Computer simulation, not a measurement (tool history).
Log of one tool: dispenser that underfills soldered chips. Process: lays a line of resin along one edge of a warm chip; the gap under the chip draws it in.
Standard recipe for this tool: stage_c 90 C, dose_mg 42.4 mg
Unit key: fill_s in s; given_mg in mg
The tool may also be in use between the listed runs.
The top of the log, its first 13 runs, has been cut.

run,hour,stage_c,dose_mg,hours of work since the syringe was changed,hours of work since the valve was cleaned,hours of work since the stage was calibrated,fill_s,given_mg
# hour 135.1: new syringe of resin
14,143.2,90,42.4,6,96,419,181.5,38.54
# hour 144.6: new syringe of resin
# hour 153.5: new syringe of resin
15,155.2,90,42.4,1,104,427,153.2,38.02
# hour 162.6: new syringe of resin
16,168.3,90,42.4,4,113,436,167.2,38.01
# hour 171.4: new syringe of resin
17,178.5,90,42.4,5,120,443,177.5,37.49
# hour 180.2: new syringe of resin
# hour 189.6: new syringe of resin
18,192.4,81,47.5,2,129,453,224.6,41.59
# hour 198.7: new syringe of resin
19,205.4,81,47.5,5,138,462,244.5,41.08
# hour 207.6: new syringe of resin
20,212.5,76,40.2,3,143,466,301.4,34.66
# hour 216.7: new syringe of resin
# hour 223.4: dispensing valve cleaned and set on the balance
21,223.4,76,40.2,4,0,473,308.3,40.25
# hour 226.8: new syringe of resin
22,230.9,100,51.1,3,5,478,106.3,51.3
# hour 235.7: new syringe of resin
23,241,100,51.1,4,12,485,108,50.69
# hour 244.2: new syringe of resin
24,249.9,92,45.3,4,18,491,151.4,44.67
# hour 253: new syringe of resin
25,260.5,92,45.3,5,25,498,158,44.44
# hour 262: new syringe of resin
26,268.2,103,45.3,4,30,503,101.8,44.18
# hour 270.5: new syringe of resin
# hour 279.7: new syringe of resin
27,279.9,103,45.3,0,38,511,85.8,43.9
# hour 288.4: new syringe of resin
28,291.1,92,42.4,2,46,519,144.3,40.68
# hour 297.5: new syringe of resin
29,303.4,92,42.4,4,54,527,151.3,40.63
# hour 306.1: new syringe of resin
30,309.7,88,42.4,3,58,532,167.6,40.22

What will run 31 give?
# hour 314.6: new syringe of resin
31,321.8,92,42.4,5,67,540,?,?

{"run 31": {"fill_s": 157.3, "given_mg": 39.85}}
The same run, on a tool lacking any hidden state, would have yielded fill_s 150.1 s, given_mg 42.22 mg.
